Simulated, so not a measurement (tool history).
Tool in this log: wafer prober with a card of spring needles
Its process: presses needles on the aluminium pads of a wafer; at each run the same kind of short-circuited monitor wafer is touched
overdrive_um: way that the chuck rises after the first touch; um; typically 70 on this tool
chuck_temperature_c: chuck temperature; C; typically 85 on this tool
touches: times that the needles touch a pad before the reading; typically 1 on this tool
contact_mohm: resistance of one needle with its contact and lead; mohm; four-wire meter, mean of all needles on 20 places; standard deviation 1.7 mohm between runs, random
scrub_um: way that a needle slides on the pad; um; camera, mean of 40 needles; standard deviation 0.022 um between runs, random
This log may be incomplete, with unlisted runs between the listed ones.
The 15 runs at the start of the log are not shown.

run   hour  overdrive_um  chuck_temperature_c  touches  contact_mohm  scrub_um
 16  150.3            70                   95        1           248     11.46
 17  157.3            70                   95        1           257      11.5
     158.3  -- tips cleaned on abrasive film
     165.4  -- height of the first contact set anew, once more
 18  166.9            79                   45        3           183     13.41
 19  174.9            79                   45        3           188      13.4
     181.6  -- tips cleaned on abrasive film
 20  184.4            79                   45        3           175     13.34
 21  194.3            70                   66        2           211     11.85
     205.5  -- tips cleaned on abrasive film
 22  206.6            70                   66        2           182     11.84
 23  217.5            64                   85        1           254      10.8
 24  228.3            64                   85        1           269     10.87
     229.5  -- tips cleaned on abrasive film
 25  237.1            64                   85        1           236      10.8
 26  244.9            63                   85        1           259     10.65
     252.5  -- tips cleaned on abrasive film
 27    257            64                  125        2           213     10.76
 28  262.6            64                  106        1           254     10.76
 29  269.6            55                   86        1           291      9.22
       276  -- tips cleaned on abrasive film
 30  281.2            85                   85        3           183     14.32
 31  292.7            58                   40        1           279      9.76
     299.3  -- tips cleaned on abrasive film
 32  306.2            75                   85        1           219     12.61
 33  314.4            61                   74        1           270     10.25
     322.5  -- tips cleaned on abrasive film
 34  326.4            61                   74        1           224     10.27

Consider 4 possible next runs. They are alternatives, not a sequence: every one starts from the tool as it was left by run 34. What does each give?
  A  338.3            61                   74        2             ?         ?
  B  338.3            66                   85        1             ?         ?
  C  338.3            82                   41        3             ?         ?
  D  338.3            61                   92        3             ?         ?

run  contact_mohm  scrub_um
  A           234     10.23
  B           252      11.1
  C           186     13.79
  D           211     10.22
Had the tool no hidden state, the same runs would have come out as:
run  contact_mohm  scrub_um
  A           176     10.34
  B           172     11.21
  C           165     13.89
  D           177     10.32
